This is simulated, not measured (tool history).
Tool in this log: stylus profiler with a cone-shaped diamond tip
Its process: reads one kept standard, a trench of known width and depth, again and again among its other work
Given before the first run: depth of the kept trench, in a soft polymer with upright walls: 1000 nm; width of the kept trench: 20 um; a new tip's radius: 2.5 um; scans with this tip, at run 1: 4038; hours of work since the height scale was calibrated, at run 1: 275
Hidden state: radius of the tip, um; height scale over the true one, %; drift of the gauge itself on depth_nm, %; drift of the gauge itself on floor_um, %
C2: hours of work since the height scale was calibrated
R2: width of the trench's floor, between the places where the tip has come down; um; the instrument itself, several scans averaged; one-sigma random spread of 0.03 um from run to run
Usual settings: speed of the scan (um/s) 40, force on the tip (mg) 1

Run 1, hour 0: usual settings; scans with this tip 4038; C2 275. Result: depth of the trench (Å) 10036.2, R2 15.23 um.
Run 2, hour 15.4: usual settings; scans with this tip 4132; C2 281. Result: depth of the trench (Å) 10035.6, R2 15.2 um.
Run 3, hour 24.1: usual settings; scans with this tip 4186; C2 285. Result: depth of the trench (Å) 10036.5, R2 15.21 um.
Run 4, hour 38: usual settings; scans with this tip 4271; C2 290. Result: depth of the trench (Å) 10035.9, R2 15.28 um.
Run 5, hour 53.8: usual settings; scans with this tip 4368; C2 297. Result: depth of the trench (Å) 10036.9, R2 15.19 um.
Run 6, hour 62.1: usual settings; scans with this tip 4420; C2 301. Result: depth of the trench (Å) 10033.3, R2 15.16 um.
Run 7, hour 71.3: usual settings but force on the tip (mg) 0.33; scans with this tip 4476; C2 304. Result: depth of the trench (Å) 10007.3, R2 15.09 um.
Run 8, hour 87.6: usual settings but force on the tip (mg) 2.87; scans with this tip 4576; C2 311. Result: depth of the trench (Å) 10082.6, R2 15.22 um.
Run 9, hour 98.5: usual settings but force on the tip (mg) 0.49; scans with this tip 4643; C2 316. Result: depth of the trench (Å) 10015.5, R2 15.2 um.
Run 10, hour 110.1: usual settings but force on the tip (mg) 0.49; scans with this tip 4715; C2 321. Result: depth of the trench (Å) 10011.6, R2 15.09 um.
Run 11, hour 125.5: usual settings; scans with this tip 4809; C2 327. Result: depth of the trench (Å) 10033.3, R2 15.15 um.
Run 12, hour 134.8: usual settings but force on the tip (mg) 1.23; scans with this tip 4867; C2 331. Result: depth of the trench (Å) 10038.5, R2 15.21 um.
Run 13, hour 152.2: usual settings but force on the tip (mg) 1.23; scans with this tip 4973; C2 338. Result: depth of the trench (Å) 10039.5, R2 15.21 um.
Run 14, hour 163.3: usual settings but speed of the scan (um/s) 49; scans with this tip 5042; C2 343. Result: depth of the trench (Å) 10033.8, R2 15.07 um.
Run 15, hour 178.2: usual settings but speed of the scan (um/s) 22; scans with this tip 5133; C2 349. Result: depth of the trench (Å) 10036.2, R2 15.22 um.
Run 16, hour 197.1: usual settings but speed of the scan (um/s) 22; scans with this tip 5250; C2 357. Result: depth of the trench (Å) 10034.6, R2 15.15 um.
Run 17, hour 207: usual settings but speed of the scan (um/s) 22; scans with this tip 5310; C2 361. Result: depth of the trench (Å) 10033.5, R2 15.17 um.
Run 18, hour 218: usual settings but speed of the scan (um/s) 22; scans with this tip 5378; C2 366. Result: depth of the trench (Å) 10029.9, R2 15.2 um.
Run 19, hour 234.8: usual settings but speed of the scan (um/s) 22; scans with this tip 5481; C2 373. Result: depth of the trench (Å) 10032.3, R2 15.02 um.
Run 20, hour 251.8: usual settings but speed of the scan (um/s) 22; scans with this tip 5586; C2 380. Result: depth of the trench (Å) 10033.4, R2 15.15 um.
Run 21, hour 269.3: usual settings but speed of the scan (um/s) 16, force on the tip (mg) 0.41; scans with this tip 5693; C2 387. Result: depth of the trench (Å) 10009.9, R2 15.06 um.
Run 22, hour 279.2: usual settings but speed of the scan (um/s) 47, force on the tip (mg) 0.72; scans with this tip 5754; C2 391. Result: depth of the trench (Å) 10023.5, R2 15.01 um.
At hour 280.8: height scale calibrated on a step standard.
Run 23, hour 288.9: usual settings but speed of the scan (um/s) 47, force on the tip (mg) 0.72; scans with this tip 5811; C2 3. Result: depth of the trench (Å) 10012.1, R2 14.96 um.
Run 24, hour 305.9: usual settings but speed of the scan (um/s) 11, force on the tip (mg) 0.45; scans with this tip 5915; C2 10. Result: depth of the trench (Å) 10003.1, R2 15.06 um.
Run 25, hour 319: usual settings but speed of the scan (um/s) 15, force on the tip (mg) 2.17; scans with this tip 5996; C2 16. Result: depth of the trench (Å) 10051.3, R2 15.07 um.
At hour 337.4: height scale calibrated on a step standard, once more.
Run 26, hour 338: usual settings but speed of the scan (um/s) 14, force on the tip (mg) 2.17; scans with this tip 6109; C2 0. Result: depth of the trench (Å) 10079.6, R2 15.07 um.
Run 27, hour 348.4: usual settings but speed of the scan (um/s) 65, force on the tip (mg) 0.79; scans with this tip 6173; C2 5. Result: depth of the trench (Å) 10042.7, R2 14.89 um.
Run 28, hour 356.6: usual settings but speed of the scan (um/s) 19, force on the tip (mg) 1.27; scans with this tip 6224; C2 8. Result: depth of the trench (Å) 10060.6, R2 15.06 um.
Run 29, hour 366.5: usual settings but speed of the scan (um/s) 19, force on the tip (mg) 1.27; scans with this tip 6285; C2 12. Result: depth of the trench (Å) 10054.4, R2 15.13 um.
Run 30, hour 382.3: usual settings but speed of the scan (um/s) 19, force on the tip (mg) 1.27; scans with this tip 6382; C2 19. Result: depth of the trench (Å) 10052, R2 15.06 um.
Run 31, hour 395.9: usual settings but speed of the scan (um/s) 21, force on the tip (mg) 1.76; scans with this tip 6466; C2 24. Result: depth of the trench (Å) 10070.2, R2 15.01 um.
Run 32, hour 408.7: usual settings but speed of the scan (um/s) 56, force on the tip (mg) 2.2; scans with this tip 6544; C2 30. Result: depth of the trench (Å) 10081, R2 14.97 um.
Run 33, hour 425.5: usual settings but speed of the scan (um/s) 75, force on the tip (mg) 2.04; scans with this tip 6648; C2 37. Result: depth of the trench (Å) 10078.8, R2 14.78 um.
Run 34, hour 435.1: usual settings but speed of the scan (um/s) 136, force on the tip (mg) 0.54; scans with this tip 6706; C2 41. Result: depth of the trench (Å) 10031.5, R2 14.41 um.
Run 35, hour 449.8: usual settings but speed of the scan (um/s) 136, force on the tip (mg) 0.54; scans with this tip 6797; C2 47. Result: depth of the trench (Å) 10032.8, R2 14.33 um.
Run 36, hour 465.9: usual settings but speed of the scan (um/s) 136, force on the tip (mg) 0.54; scans with this tip 6896; C2 54. Result: depth of the trench (Å) 10029.9, R2 14.43 um.
Run 37, hour 484.7: usual settings but speed of the scan (um/s) 44, force on the tip (mg) 2.11; scans with this tip 7011; C2 62. Result: depth of the trench (Å) 10081.1, R2 14.9 um.
Run 38, hour 495.1: usual settings but speed of the scan (um/s) 65, force on the tip (mg) 2.79; scans with this tip 7075; C2 66. Result: depth of the trench (Å) 10094.4, R2 14.91 um.
Run 39, hour 512.2: usual settings but speed of the scan (um/s) 114, force on the tip (mg) 0.99; scans with this tip 7181; C2 73. Result: depth of the trench (Å) 10047.5, R2 14.52 um.
Run 40, hour 524.8: usual settings but speed of the scan (um/s) 114, force on the tip (mg) 0.99; scans with this tip 7258; C2 78. Result: depth of the trench (Å) 10045.3, R2 14.5 um.

The logged runs with the hidden state left out (each run's random variation unchanged):
run  depth of the trench (Å)     R2
  1                  10048.2  15.81
  2                  10047.8   15.8
  3                  10048.9  15.82
  4                  10048.5   15.9
  5                  10049.7  15.82
  6                  10046.3   15.8
  7                  10020.3  15.74
  8                  10095.9  15.89
  9                  10028.9  15.87
 10                  10025.2  15.77
 11                  10047.1  15.84
 12                  10052.4  15.91
 13                  10053.6  15.93
 14                  10048.1  15.79
 15                  10050.7  15.96
 16                  10049.3  15.91
 17                  10048.4  15.94
 18                    10045  15.98
 19                  10047.6  15.82
 20                  10048.9  15.95
 21                  10025.6  15.88
 22                  10039.3  15.84
 23                  10038.8   15.8
 24                    10030  15.91
 25                  10078.4  15.93
 26                    10079  15.94
 27                  10042.1  15.78
 28                  10060.2  15.96
 29                  10054.1  16.03
 30                  10051.9  15.97
 31                  10070.4  15.94
 32                  10081.2  15.91
 33                  10079.3  15.73
 34                  10032.1  15.37
 35                  10033.6  15.31
 36                    10031  15.42
 37                  10082.4   15.9
 38                  10095.8  15.91
 39                  10049.1  15.54
 40                  10047.2  15.54
